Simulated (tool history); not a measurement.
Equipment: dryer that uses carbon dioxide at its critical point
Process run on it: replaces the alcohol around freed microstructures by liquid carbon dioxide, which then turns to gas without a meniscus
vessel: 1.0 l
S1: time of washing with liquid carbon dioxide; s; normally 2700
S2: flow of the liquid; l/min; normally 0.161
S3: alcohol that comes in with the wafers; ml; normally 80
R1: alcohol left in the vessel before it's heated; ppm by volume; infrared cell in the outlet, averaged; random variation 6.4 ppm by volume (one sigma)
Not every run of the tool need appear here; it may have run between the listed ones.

Run 1, hour 0.0: usual settings. Result: R1 498 ppm by volume.
Run 2, hour 68.8: usual settings. Result: R1 563 ppm by volume.
Run 3, hour 125.6: usual settings. Result: R1 637 ppm by volume.
Run 4, hour 159.4: usual settings. Result: R1 646 ppm by volume.
Run 5, hour 198.2: usual settings. Result: R1 699 ppm by volume.
Run 6, hour 256.8: usual settings but S3 68 ml. Result: R1 667 ppm by volume.
Run 7, hour 311.1: usual settings but S3 68 ml. Result: R1 716 ppm by volume.
At hour 317.5: inlet filter changed.
Run 8, hour 354.3: usual settings but S3 68 ml. Result: R1 375 ppm by volume.
Run 9, hour 382.0: usual settings but S2 0.251 l/min. Result: R1 143 ppm by volume.
Run 10, hour 450.0: usual settings but S2 0.251 l/min. Result: R1 167 ppm by volume.
Run 11, hour 494.7: usual settings but S2 0.251 l/min. Result: R1 167 ppm by volume.
Run 12, hour 561.5: usual settings. Result: R1 569 ppm by volume.
Run 13, hour 625.9: usual settings. Result: R1 605 ppm by volume.
Run 14, hour 691.0: usual settings but S2 0.127 l/min. Result: R1 1721 ppm by volume.
Run 15, hour 740.6: usual settings but S2 0.099 l/min. Result: R1 4129 ppm by volume.
Run 16, hour 774.2: usual settings but S2 0.099 l/min. Result: R1 4207 ppm by volume.
Run 17, hour 813.2: usual settings but S2 0.099 l/min. Result: R1 4274 ppm by volume.
Run 18, hour 841.7: usual settings but S2 0.099 l/min. Result: R1 4657 ppm by volume.
Run 19, hour 874.6: usual settings but S3 101 ml. Result: R1 1086 ppm by volume.
At hour 913.9: inlet filter changed.
Run 20, hour 923.4: usual settings. Result: R1 440 ppm by volume.
Run 21, hour 967.0: usual settings. Result: R1 460 ppm by volume.
At hour 990.0: purifier's bed changed.
Run 22, hour 1004.6: usual settings. Result: R1 305 ppm by volume.
Run 23, hour 1069.2: usual settings but S1 3120 s. Result: R1 147 ppm by volume.
Run 24, hour 1117.0: usual settings but S1 3120 s, S3 25 ml. Result: R1 66 ppm by volume.
Run 25, hour 1177.5: usual settings but S1 2520 s, S2 0.236 l/min, S3 102 ml. Result: R1 89 ppm by volume.
Run 26, hour 1205.5: usual settings but S1 2520 s, S2 0.229 l/min, S3 98 ml. Result: R1 118 ppm by volume.
Run 27, hour 1239.6: usual settings but S1 2520 s, S2 0.229 l/min, S3 98 ml. Result: R1 125 ppm by volume.
Run 28, hour 1300.3: usual settings but S1 2520 s, S2 0.229 l/min, S3 98 ml. Result: R1 143 ppm by volume.
Run 29, hour 1329.3: usual settings but S1 2940 s, S2 0.199 l/min, S3 86 ml. Result: R1 123 ppm by volume.
Run 30, hour 1364.8: usual settings but S1 2100 s, S2 0.213 l/min, S3 56 ml. Result: R1 368 ppm by volume.
Run 31, hour 1426.6: usual settings but S3 44 ml. Result: R1 380 ppm by volume.
Run 32, hour 1454.5: usual settings but S1 3120 s. Result: R1 349 ppm by volume.
Run 33, hour 1486.6: usual settings but S1 3120 s, S2 0.142 l/min, S3 60 ml. Result: R1 506 ppm by volume.
At hour 1514.3: inlet filter changed.
Run 34, hour 1537.9: usual settings but S1 3120 s, S2 0.142 l/min, S3 60 ml. Result: R1 222 ppm by volume.
Run 35, hour 1572.6: usual settings but S1 3120 s, S2 0.142 l/min, S3 35 ml. Result: R1 161 ppm by volume.
Run 36, hour 1634.2: usual settings but S1 1980 s. Result: R1 1475 ppm by volume.
Run 37, hour 1674.1: usual settings but S1 3840 s, S2 0.106 l/min, S3 57 ml. Result: R1 434 ppm by volume.
Run 38, hour 1711.6: usual settings but S1 3300 s, S2 0.106 l/min, S3 61 ml. Result: R1 928 ppm by volume.
Run 39, hour 1755.8: usual settings but S1 3300 s, S2 0.106 l/min, S3 61 ml. Result: R1 953 ppm by volume.
Run 40, hour 1823.7: usual settings but S1 3300 s, S2 0.106 l/min, S3 61 ml. Result: R1 1027 ppm by volume.
Run 41, hour 1877.2: usual settings but S1 2580 s, S2 0.177 l/min, S3 31 ml. Result: R1 224 ppm by volume.
Run 42, hour 1934.2: usual settings but S1 4320 s, S2 0.108 l/min, S3 50 ml. Result: R1 326 ppm by volume.
Run 43, hour 1985.6: usual settings but S1 3780 s, S2 0.166 l/min. Result: R1 146 ppm by volume.
Run 44, hour 2021.1: usual settings but S1 3780 s, S2 0.127 l/min, S3 46 ml. Result: R1 301 ppm by volume.
Run 45, hour 2067.3: usual settings but S1 3540 s, S2 0.190 l/min, S3 94 ml. Result: R1 143 ppm by volume.
At hour 2113.5: inlet filter changed.
Run 46, hour 2125.7: usual settings but S1 3540 s, S2 0.190 l/min, S3 94 ml. Result: R1 106 ppm by volume.
Run 47, hour 2158.4: usual settings but S1 1740 s, S2 0.148 l/min, S3 23 ml. Result: R1 903 ppm by volume.

Consider 3 possible next runs. They are alternatives, not a sequence: every one starts from the tool as it was left by run 47. What does each give?
Run A, hour 2188.6: usual settings but S1 1740 s, S2 0.148 l/min, S3 67 ml. Result: R1 ?.
Run B, hour 2188.6: usual settings but S2 0.120 l/min. Result: R1 ?.
Run C, hour 2188.6: usual settings but S1 3780 s, S2 0.200 l/min, S3 34 ml. Result: R1 ?.

run    R1
  A  2557
  B  1393
  C   113
The same runs, with their run-to-run variation unchanged, on a tool lacking any hidden condition would have given:
run    R1
  A  2273
  B  1173
  C    18
